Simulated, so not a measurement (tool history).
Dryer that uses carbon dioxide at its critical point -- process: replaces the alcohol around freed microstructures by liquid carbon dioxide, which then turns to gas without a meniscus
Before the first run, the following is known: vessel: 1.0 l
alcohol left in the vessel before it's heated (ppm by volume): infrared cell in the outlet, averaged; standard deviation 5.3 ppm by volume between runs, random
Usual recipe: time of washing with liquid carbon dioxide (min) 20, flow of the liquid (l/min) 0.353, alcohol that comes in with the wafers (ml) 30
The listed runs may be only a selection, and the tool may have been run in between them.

| run | day | time of washing with liquid carbon dioxide (min) | flow of the liquid (l/min) | alcohol that comes in with the wafers (ml) | alcohol left in the vessel before it's heated (ppm by volume) |
|---|---|---|---|---|---|
| 1 | 0.000 | 20 | 0.353 | 30 | 178 |
| 2 | 1.412 | 20 | 0.353 | 30 | 192 |
| 3 | 3.046 | 20 | 0.353 | 30 | 213 |
| 4 | 4.671 | 20 | 0.353 | 30 | 231 |
| 5 | 7.271 | 20 | 0.353 | 30 | 266 |
|  | 9.262 | inlet filter changed |
| 6 | 9.304 | 20 | 0.353 | 30 | 215 |
| 7 | 12.054 | 20 | 0.353 | 30 | 238 |
| 8 | 14.683 | 20 | 0.353 | 30 | 263 |
| 9 | 16.617 | 20 | 0.353 | 30 | 291 |
| 10 | 18.362 | 20 | 0.353 | 30 | 294 |
|  | 20.408 | inlet filter changed |
| 11 | 20.408 | 20 | 0.353 | 75 | 438 |
| 12 | 22.075 | 20 | 0.353 | 75 | 474 |
| 13 | 24.179 | 20 | 0.353 | 75 | 491 |
| 14 | 25.871 | 13 | 0.353 | 71 | 2405 |
| 15 | 28.500 | 20 | 0.334 | 30 | 397 |
| 16 | 30.196 | 15 | 0.353 | 30 | 828 |
|  | 31.546 | inlet filter changed |
| 17 | 31.762 | 15 | 0.353 | 30 | 658 |
| 18 | 33.317 | 20 | 0.391 | 30 | 272 |
| 19 | 35.954 | 20 | 0.294 | 29 | 541 |
| 20 | 38.350 | 20 | 0.294 | 79 | 1210 |
| 21 | 39.654 | 19 | 0.218 | 30 | 1615 |
| 22 | 41.921 | 19 | 0.218 | 30 | 1682 |
|  | 42.767 | inlet filter changed |
| 23 | 43.617 | 19 | 0.241 | 80 | 2343 |
| 24 | 46.229 | 19 | 0.226 | 43 | 1736 |
| 25 | 48.492 | 20 | 0.314 | 98 | 1119 |

What if the next run were any one of these 3? Each begins from the tool's condition after run 25:
| A | 49.867 | 18 | 0.353 | 45 | ? |
| B | 49.867 | 21 | 0.353 | 30 | ? |
| C | 49.867 | 14 | 0.557 | 38 | ? |

| run | alcohol left in the vessel before it's heated (ppm by volume) |
|---|---|
| A | 690 |
| B | 390 |
| C | 391 |
Stripped of hidden state, with their random variation kept, the same runs would have yielded:
| run | alcohol left in the vessel before it's heated (ppm by volume) |
|---|---|
| A | 310 |
| B | 89 |
| C | 95 |
